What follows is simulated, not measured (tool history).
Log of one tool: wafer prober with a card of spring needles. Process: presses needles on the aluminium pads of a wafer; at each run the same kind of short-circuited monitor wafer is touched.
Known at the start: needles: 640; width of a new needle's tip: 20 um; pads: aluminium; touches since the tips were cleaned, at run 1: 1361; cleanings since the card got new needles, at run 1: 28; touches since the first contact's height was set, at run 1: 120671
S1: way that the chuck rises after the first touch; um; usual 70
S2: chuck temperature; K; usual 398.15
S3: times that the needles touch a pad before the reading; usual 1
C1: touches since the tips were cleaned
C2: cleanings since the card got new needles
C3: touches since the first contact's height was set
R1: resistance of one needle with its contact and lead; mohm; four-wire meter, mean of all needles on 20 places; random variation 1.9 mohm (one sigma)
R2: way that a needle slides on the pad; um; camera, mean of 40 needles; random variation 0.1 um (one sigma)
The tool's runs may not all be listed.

| run | day | S1 | S2 | S3 | C1 | C2 | C3 | R1 | R2 |
|---|---|---|---|---|---|---|---|---|---|
| 1 | 0.000 | 70 | 398.15 | 1 | 1361 | 28 | 120671 | 268 | 9.77 |
|  | 0.146 | tips cleaned on abrasive film |
| 2 | 0.242 | 70 | 398.15 | 1 | 1577 | 29 | 124507 | 338 | 9.68 |
|  | 0.375 | tips cleaned on abrasive film |
| 3 | 0.533 | 70 | 398.15 | 1 | 2519 | 30 | 129105 | 299 | 9.51 |
|  | 0.604 | tips cleaned on abrasive film |
| 4 | 0.712 | 70 | 398.15 | 1 | 1701 | 31 | 131922 | 277 | 9.67 |
|  | 0.838 | tips cleaned on abrasive film |
| 5 | 0.896 | 70 | 333.15 | 1 | 919 | 32 | 134806 | 248 | 9.63 |
|  | 1.079 | tips cleaned on abrasive film |
| 6 | 1.188 | 70 | 398.15 | 2 | 1735 | 33 | 139459 | 252 | 9.65 |
|  | 1.312 | tips cleaned on abrasive film |
| 7 | 1.475 | 70 | 398.15 | 2 | 2626 | 34 | 144014 | 258 | 9.72 |
|  | 1.554 | tips cleaned on abrasive film |
|  | 1.633 | tips cleaned on abrasive film, once more |
| 8 | 1.812 | 70 | 398.15 | 1 | 2916 | 36 | 149357 | 302 | 9.50 |
|  | 1.867 | tips cleaned on abrasive film |
|  | 2.104 | tips cleaned on abrasive film |
| 9 | 2.188 | 70 | 398.15 | 1 | 1304 | 38 | 155214 | 276 | 9.46 |
|  | 2.342 | tips cleaned on abrasive film |
| 10 | 2.471 | 70 | 398.15 | 1 | 2062 | 39 | 159723 | 290 | 9.37 |
|  | 2.575 | tips cleaned on abrasive film |
| 11 | 2.733 | 70 | 398.15 | 1 | 2578 | 40 | 163932 | 305 | 9.58 |
|  | 2.808 | tips cleaned on abrasive film |
| 12 | 2.971 | 70 | 398.15 | 1 | 2647 | 41 | 167691 | 303 | 9.43 |
|  | 3.050 | tips cleaned on abrasive film |
|  | 3.275 | tips cleaned on abrasive film |
| 13 | 3.346 | 70 | 329.15 | 1 | 1132 | 43 | 173554 | 252 | 9.48 |
|  | 3.512 | tips cleaned on abrasive film |
| 14 | 3.712 | 61 | 350.15 | 2 | 3191 | 44 | 179383 | 290 | 8.14 |
|  | 3.746 | tips cleaned on abrasive film |
|  | 3.988 | tips cleaned on abrasive film |
| 15 | 4.029 | 57 | 302.15 | 2 | 634 | 46 | 184357 | 237 | 7.56 |
|  | 4.217 | tips cleaned on abrasive film |
| 16 | 4.279 | 57 | 302.15 | 2 | 956 | 47 | 188314 | 255 | 7.44 |
|  | 4.446 | tips cleaned on abrasive film |
| 17 | 4.538 | 58 | 302.15 | 2 | 1530 | 48 | 192459 | 273 | 7.58 |
|  | 4.679 | tips cleaned on abrasive film |
| 18 | 4.804 | 58 | 302.15 | 2 | 2005 | 49 | 196662 | 284 | 7.74 |
|  | 4.925 | tips cleaned on abrasive film |
| 19 | 5.125 | 58 | 302.15 | 2 | 3223 | 50 | 201777 | 302 | 7.74 |
|  | 5.183 | tips cleaned on abrasive film |
|  | 5.421 | tips cleaned on abrasive film |
| 20 | 5.421 | 58 | 302.15 | 2 | 0 | 52 | 206371 | 191 | 7.67 |
|  | 5.675 | tips cleaned on abrasive film |
| 21 | 5.733 | 58 | 302.15 | 2 | 931 | 53 | 211356 | 243 | 7.52 |
|  | 5.908 | tips cleaned on abrasive film |
| 22 | 6.025 | 58 | 302.15 | 2 | 1870 | 54 | 216001 | 295 | 7.61 |
|  | 6.133 | tips cleaned on abrasive film |
| 23 | 6.262 | 76 | 317.15 | 1 | 2039 | 55 | 219726 | 282 | 10.09 |
|  | 6.300 | height of the first contact set anew |
|  | 6.379 | tips cleaned on abrasive film |
| 24 | 6.462 | 70 | 398.15 | 1 | 1316 | 56 | 2525 | 272 | 10.22 |
|  | 6.617 | tips cleaned on abrasive film |
| 25 | 6.712 | 70 | 344.15 | 1 | 1543 | 57 | 6485 | 266 | 10.08 |

3 ways to go on from here, each from the tool as it stands after run 25. What would each give?
|  | 6.846 | tips cleaned on abrasive film |
| A | 6.971 | 50 | 333.15 | 1 | 2005 | 58 | 10596 | ? | ? |
|  | 6.846 | tips cleaned on abrasive film |
| B | 6.971 | 85 | 336.15 | 2 | 2005 | 58 | 10596 | ? | ? |
|  | 6.846 | tips cleaned on abrasive film |
| C | 6.971 | 69 | 342.15 | 1 | 2005 | 58 | 10596 | ? | ? |

| run | R1 | R2 |
|---|---|---|
| A | 374 | 7.05 |
| B | 221 | 12.29 |
| C | 289 | 9.92 |
Without the tool's hidden state the same runs would have given:
| run | R1 | R2 |
|---|---|---|
| A | 190 | 7.08 |
| B | 180 | 12.32 |
| C | 188 | 9.96 |

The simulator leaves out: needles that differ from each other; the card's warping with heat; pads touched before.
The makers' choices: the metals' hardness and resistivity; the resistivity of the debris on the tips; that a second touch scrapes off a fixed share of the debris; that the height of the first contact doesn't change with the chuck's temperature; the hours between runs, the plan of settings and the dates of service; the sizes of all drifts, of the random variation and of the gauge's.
